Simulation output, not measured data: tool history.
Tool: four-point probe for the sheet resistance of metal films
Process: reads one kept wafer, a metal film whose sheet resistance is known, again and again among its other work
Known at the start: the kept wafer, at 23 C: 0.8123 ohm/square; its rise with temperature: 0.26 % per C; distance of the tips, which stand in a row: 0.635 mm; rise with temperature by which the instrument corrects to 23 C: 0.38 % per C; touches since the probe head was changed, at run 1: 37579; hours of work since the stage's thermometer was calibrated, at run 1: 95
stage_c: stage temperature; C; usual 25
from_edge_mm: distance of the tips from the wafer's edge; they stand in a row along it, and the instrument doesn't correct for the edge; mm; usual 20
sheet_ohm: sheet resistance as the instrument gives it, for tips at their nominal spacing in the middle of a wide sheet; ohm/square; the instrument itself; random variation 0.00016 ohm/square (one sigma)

| run | hour | stage_c | from_edge_mm | touches since the probe head was changed | hours of work since the stage's thermometer was calibrated | sheet_ohm |
|---|---|---|---|---|---|---|
| 1 | 0 | 25 | 20 | 37579 | 95 | 0.811215 |
| 2 | 60.3 | 25 | 20 | 39323 | 125 | 0.810857 |
| 3 | 115.6 | 25 | 20 | 40922 | 153 | 0.811004 |
| 4 | 178.8 | 25 | 20 | 42748 | 185 | 0.810944 |
| 5 | 248.2 | 25 | 10 | 44755 | 220 | 0.812257 |
| 6 | 323.4 | 32 | 10 | 46928 | 258 | 0.805529 |
| 7 | 389.6 | 32 | 10 | 48843 | 292 | 0.805659 |
| 8 | 464.1 | 32 | 10 | 50998 | 329 | 0.805624 |
| 9 | 520.9 | 31 | 20 | 52641 | 358 | 0.805183 |
| 10 | 567.1 | 20 | 20 | 53976 | 381 | 0.8156 |
| 11 | 602 | 20 | 20 | 54985 | 399 | 0.81607 |
| 12 | 679.3 | 23 | 12 | 57221 | 438 | 0.813975 |
| 13 | 719.9 | 23 | 12 | 58393 | 459 | 0.813646 |
| 14 | 775.5 | 23 | 12 | 60000 | 487 | 0.813576 |
| 15 | 811.3 | 23 | 12 | 61037 | 505 | 0.814094 |
|  | 837.8 | new probe head fitted |
| 16 | 861.6 | 23 | 12 | 687 | 530 | 0.813592 |
| 17 | 930 | 31 | 17 | 2664 | 564 | 0.805214 |
| 18 | 1004.1 | 19 | 20 | 4806 | 602 | 0.816828 |
| 19 | 1067.1 | 23 | 5 | 6629 | 634 | 0.819218 |
| 20 | 1128.5 | 23 | 5 | 8405 | 665 | 0.819473 |
| 21 | 1183.2 | 21 | 9 | 9987 | 692 | 0.816345 |
| 22 | 1250.9 | 25 | 68 | 11942 | 726 | 0.810605 |

Forecast each of these 5 alternatives for the next run:
| A | 1314.8 | 21 | 13 | 13790 | 759 | ? |
| B | 1314.8 | 27 | 55 | 13790 | 759 | ? |
| C | 1314.8 | 25 | 16 | 13790 | 759 | ? |
| D | 1314.8 | 25 | 51 | 13790 | 759 | ? |
| E | 1314.8 | 21 | 69 | 13790 | 759 | ? |

| run | sheet_ohm |
|---|---|
| A | 0.815366 |
| B | 0.808242 |
| C | 0.811001 |
| D | 0.810708 |
| E | 0.814326 |
Without the tool's hidden state the same runs would have given:
| run | sheet_ohm |
|---|---|
| A | 0.81535 |
| B | 0.808226 |
| C | 0.810985 |
| D | 0.810692 |
| E | 0.81431 |

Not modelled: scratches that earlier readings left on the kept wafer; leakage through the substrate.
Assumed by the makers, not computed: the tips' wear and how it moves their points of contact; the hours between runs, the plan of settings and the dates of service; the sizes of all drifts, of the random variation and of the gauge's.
